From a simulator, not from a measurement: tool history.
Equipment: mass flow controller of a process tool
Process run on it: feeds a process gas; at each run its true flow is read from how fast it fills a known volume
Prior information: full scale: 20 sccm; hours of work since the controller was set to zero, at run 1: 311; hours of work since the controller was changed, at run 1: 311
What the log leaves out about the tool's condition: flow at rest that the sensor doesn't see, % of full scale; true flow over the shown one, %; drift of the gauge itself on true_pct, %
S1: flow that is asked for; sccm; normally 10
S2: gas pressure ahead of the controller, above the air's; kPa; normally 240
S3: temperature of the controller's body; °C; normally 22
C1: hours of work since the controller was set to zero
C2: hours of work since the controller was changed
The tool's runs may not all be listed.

{"run": 1, "day": 0.0, "S1": 10, "S2": 240, "S3": 22, "C1": 311, "C2": 311, "true flow (%)": 98.04}
{"run": 2, "day": 11.108, "S1": 10, "S2": 145, "S3": 22, "C1": 393, "C2": 393, "true flow (%)": 98.82}
{"run": 3, "day": 18.379, "S1": 10, "S2": 276, "S3": 22, "C1": 446, "C2": 446, "true flow (%)": 97.96}
{"run": 4, "day": 28.658, "S1": 10, "S2": 276, "S3": 22, "C1": 522, "C2": 522, "true flow (%)": 98.05}
{"run": 5, "day": 34.962, "S1": 10, "S2": 276, "S3": 22, "C1": 568, "C2": 568, "true flow (%)": 98.22}
{"run": 6, "day": 41.6, "S1": 10, "S2": 276, "S3": 22, "C1": 617, "C2": 617, "true flow (%)": 98.3}
{"run": 7, "day": 47.275, "S1": 10, "S2": 253, "S3": 22, "C1": 659, "C2": 659, "true flow (%)": 98.47}
{"run": 8, "day": 57.638, "S1": 10, "S2": 253, "S3": 22, "C1": 735, "C2": 735, "true flow (%)": 98.61}
{"run": 9, "day": 67.729, "S1": 3, "S2": 240, "S3": 22, "C1": 809, "C2": 809, "true flow (%)": 97.76}
{"run": 10, "day": 80.283, "S1": 3, "S2": 240, "S3": 22, "C1": 901, "C2": 901, "true flow (%)": 97.96}
{"run": 11, "day": 87.575, "S1": 3, "S2": 240, "S3": 22, "C1": 955, "C2": 955, "true flow (%)": 98.22}
{"run": 12, "day": 96.308, "S1": 3, "S2": 240, "S3": 22, "C1": 1019, "C2": 1019, "true flow (%)": 98.26}
{"run": 13, "day": 102.792, "S1": 3, "S2": 240, "S3": 22, "C1": 1066, "C2": 1066, "true flow (%)": 98.31}
{"run": 14, "day": 112.912, "S1": 3, "S2": 240, "S3": 22, "C1": 1141, "C2": 1141, "true flow (%)": 98.47}
{"run": 15, "day": 118.767, "S1": 3, "S2": 240, "S3": 38, "C1": 1184, "C2": 1184, "true flow (%)": 99.66}
{"run": 16, "day": 129.054, "S1": 5, "S2": 240, "S3": 22, "C1": 1259, "C2": 1259, "true flow (%)": 98.94}
{"day": 132.212, "done": "gauge calibrated"}
{"run": 17, "day": 134.688, "S1": 5, "S2": 240, "S3": 22, "C1": 1301, "C2": 1301, "true flow (%)": 97.23}
{"run": 18, "day": 142.871, "S1": 5, "S2": 226, "S3": 29, "C1": 1361, "C2": 1361, "true flow (%)": 97.9}
{"run": 19, "day": 151.283, "S1": 15, "S2": 163, "S3": 36, "C1": 1423, "C2": 1423, "true flow (%)": 100.53}
{"run": 20, "day": 158.612, "S1": 15, "S2": 163, "S3": 36, "C1": 1477, "C2": 1477, "true flow (%)": 100.73}
{"run": 21, "day": 166.733, "S1": 2, "S2": 191, "S3": 39, "C1": 1536, "C2": 1536, "true flow (%)": 98.78}
{"run": 22, "day": 178.567, "S1": 3, "S2": 227, "S3": 34, "C1": 1623, "C2": 1623, "true flow (%)": 98.53}
{"run": 23, "day": 190.708, "S1": 10, "S2": 173, "S3": 38, "C1": 1712, "C2": 1712, "true flow (%)": 100.46}
{"run": 24, "day": 196.212, "S1": 10, "S2": 173, "S3": 38, "C1": 1753, "C2": 1753, "true flow (%)": 100.53}
{"run": 25, "day": 204.188, "S1": 10, "S2": 173, "S3": 38, "C1": 1812, "C2": 1812, "true flow (%)": 100.61}
{"run": 26, "day": 210.838, "S1": 10, "S2": 173, "S3": 38, "C1": 1860, "C2": 1860, "true flow (%)": 100.73}
{"run": 27, "day": 217.133, "S1": 10, "S2": 173, "S3": 38, "C1": 1907, "C2": 1907, "true flow (%)": 100.82}
{"run": 28, "day": 229.171, "S1": 10, "S2": 158, "S3": 38, "C1": 1995, "C2": 1995, "true flow (%)": 101.01}
{"run": 29, "day": 235.175, "S1": 7, "S2": 219, "S3": 35, "C1": 2039, "C2": 2039, "true flow (%)": 100.03}
{"run": 30, "day": 246.542, "S1": 7, "S2": 219, "S3": 35, "C1": 2123, "C2": 2123, "true flow (%)": 100.21}
{"run": 31, "day": 253.921, "S1": 7, "S2": 219, "S3": 35, "C1": 2177, "C2": 2177, "true flow (%)": 100.31}
{"day": 256.642, "done": "gauge calibrated"}
{"run": 32, "day": 261.4, "S1": 8, "S2": 175, "S3": 24, "C1": 2232, "C2": 2232, "true flow (%)": 98.48}
{"run": 33, "day": 267.392, "S1": 8, "S2": 175, "S3": 24, "C1": 2276, "C2": 2276, "true flow (%)": 98.46}

What differs in the tool's unlogged condition from the final listed run ahead of each entry between runs to the first listed run following it?
After run 16, before run 17: gauge calibrated (day 132.212)
  drift of the gauge itself on true_pct, %: 1.77 -> 0.03
  the result without the hidden state subtracted from the measured one, true flow (%): +1.73 -> +0.04
After run 31, before run 32: gauge calibrated (day 256.642)
  drift of the gauge itself on true_pct, %: 1.67 -> 0.07
  the result without the hidden state subtracted from the measured one, true flow (%): +1.66 -> +0.07
